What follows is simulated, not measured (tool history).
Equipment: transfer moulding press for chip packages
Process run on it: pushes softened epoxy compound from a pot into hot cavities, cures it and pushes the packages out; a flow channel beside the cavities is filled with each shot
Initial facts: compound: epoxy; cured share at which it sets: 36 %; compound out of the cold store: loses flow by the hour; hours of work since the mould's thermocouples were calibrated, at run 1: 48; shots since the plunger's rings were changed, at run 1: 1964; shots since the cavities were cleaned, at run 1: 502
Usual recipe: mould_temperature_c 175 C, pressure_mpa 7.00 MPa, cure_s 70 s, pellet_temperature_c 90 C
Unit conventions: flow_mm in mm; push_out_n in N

run,hour,mould_temperature_c,pressure_mpa,cure_s,pellet_temperature_c,hours of work since the mould's thermocouples were calibrated,shots since the plunger's rings were changed,shots since the cavities were cleaned,incoming compound's hours out of the cold store,flow_mm,push_out_n
1,0.0,175,7.00,70,90,48,1964,502,15.0,749,695
# hour 11.4: cavities cleaned with cleaning compound and waxed
2,12.3,175,7.00,70,90,54,2111,12,20.7,727,661
3,25.1,175,7.00,70,90,61,2285,186,40.5,671,604
4,36.1,175,7.00,70,90,66,2436,337,23.1,719,657
5,51.1,175,7.00,70,98,74,2640,541,12.9,752,682
# hour 59.7: cavities cleaned with cleaning compound and waxed
6,61.7,175,7.00,70,98,79,2763,27,16.6,743,617
7,73.0,175,7.00,70,98,85,2918,182,37.6,676,612
8,82.7,175,6.65,70,90,90,3050,314,46.6,621,619
9,93.7,180,6.65,70,90,96,3199,463,32.5,661,518
10,104.2,180,6.65,62,90,101,3342,606,31.5,652,613
# hour 109.0: cavities cleaned with cleaning compound and waxed
11,112.0,180,6.65,62,90,104,3427,40,22.5,682,634
12,126.8,175,8.04,70,90,112,3630,243,30.2,744,633
13,142.0,175,8.04,70,90,120,3836,449,31.3,743,620
14,148.4,175,8.04,70,90,124,3923,536,23.7,763,681
15,154.9,175,7.00,59,90,127,4011,624,11.9,755,1047
# hour 158.5: plunger's sealing rings changed
# hour 160.0: cavities cleaned with cleaning compound and waxed
16,170.9,175,7.00,59,90,133,148,148,23.8,720,971
17,182.3,170,5.93,93,90,139,303,303,31.0,642,516
18,191.9,173,8.44,56,86,144,434,434,22.3,809,1271
# hour 208.4: cavities cleaned with cleaning compound and waxed
19,208.6,182,7.00,70,92,152,641,2,16.8,721,477
20,223.5,175,7.00,64,90,160,844,205,31.3,680,791
21,233.4,175,6.02,70,98,165,978,339,30.2,641,624
22,242.5,168,5.62,100,100,170,1103,464,17.7,684,515
23,251.7,168,5.62,100,100,175,1228,589,44.7,587,503
# hour 256.8: cavities cleaned with cleaning compound and waxed
24,265.9,174,5.70,70,90,181,1401,125,39.8,608,642
25,279.3,183,6.66,70,90,188,1583,307,12.2,718,494
26,288.4,175,6.85,51,90,193,1708,432,41.6,637,1287
27,297.0,173,6.12,61,85,198,1825,549,14.1,709,1088
# hour 305.1: cavities cleaned with cleaning compound and waxed
28,310.9,169,5.64,80,86,204,1993,78,47.1,591,649
29,324.5,175,5.80,70,81,211,2178,263,36.8,605,631

Branching from run 29: 3 alternative next runs. What would each branch give?
A,335.6,171,7.00,60,93,217,2329,414,17.3,?,?
B,335.6,178,5.80,103,81,217,2329,414,12.0,?,?
C,335.6,171,5.80,86,98,217,2329,414,33.8,?,?

run,flow_mm,push_out_n
A,738,1256
B,671,432
C,632,523
Had the tool no hidden state, the same runs would have come out as:
run,flow_mm,push_out_n
A,739,1242
B,672,427
C,633,517

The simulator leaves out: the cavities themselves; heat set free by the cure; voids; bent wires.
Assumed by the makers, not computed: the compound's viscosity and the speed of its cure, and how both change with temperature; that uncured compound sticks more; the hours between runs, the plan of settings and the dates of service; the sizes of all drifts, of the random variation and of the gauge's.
